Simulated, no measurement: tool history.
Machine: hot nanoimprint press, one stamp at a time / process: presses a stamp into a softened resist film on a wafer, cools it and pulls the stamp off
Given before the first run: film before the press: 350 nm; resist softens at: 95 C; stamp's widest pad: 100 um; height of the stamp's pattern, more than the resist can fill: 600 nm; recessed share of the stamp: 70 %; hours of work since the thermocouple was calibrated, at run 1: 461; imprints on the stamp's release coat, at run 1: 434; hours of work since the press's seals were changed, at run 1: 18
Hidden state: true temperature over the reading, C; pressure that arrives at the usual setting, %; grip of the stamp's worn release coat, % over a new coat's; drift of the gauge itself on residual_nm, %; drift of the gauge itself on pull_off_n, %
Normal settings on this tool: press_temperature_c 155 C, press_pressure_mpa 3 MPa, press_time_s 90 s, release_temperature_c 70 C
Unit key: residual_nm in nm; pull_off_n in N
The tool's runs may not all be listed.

run,hour,press_temperature_c,press_pressure_mpa,press_time_s,release_temperature_c,hours of work since the thermocouple was calibrated,imprints on the stamp's release coat,hours of work since the press's seals were changed,residual_nm,pull_off_n
1,0,155,3,90,70,461,434,18,189.9,101
2,57.2,155,3,90,70,485,539,42,193.1,105
3,100.4,155,3,90,70,503,618,60,192.6,104
# hour 161: stamp cleaned and given a new release coat
4,166.8,155,3.29,90,70,529,11,85,185.9,96
# hour 178: plate thermocouple calibrated
5,221.8,167,3,90,70,18,106,107,133.2,96
6,290.2,167,3,90,73,47,232,136,135.2,98
7,372.7,155,3,65,70,81,383,170,221.2,103
8,467.6,155,3,90,55,121,557,210,198.9,123
9,528.4,152,2.42,98,69,146,668,235,238.3,108
# hour 563.7: stamp cleaned and given a new release coat
10,604.5,147,2.2,98,72,176,75,264,275.4,95
11,653.4,151,3,100,69,196,164,285,224.1,96
# hour 670.7: plate thermocouple calibrated, once more
12,723.5,163,3,124,70,22,287,313,126.4,97
13,804.5,163,3,124,70,56,436,347,126.4,102
14,904.5,155,2.99,90,72,98,619,388,188.5,99
# hour 967.3: stamp cleaned and given a new release coat
15,978.4,155,3,90,65,126,21,417,190.8,100

Results per run with the tool's hidden condition removed, run-to-run variation unchanged:
run,residual_nm,pull_off_n
1,176.8,92
2,179.1,93
3,178,91
4,170.6,92
5,120.3,90
6,121.6,90
7,199.5,92
8,176.4,108
9,213.4,92
10,251.1,89
11,196.9,89
12,121.7,92
13,121,94
14,179.7,89
15,181.1,98
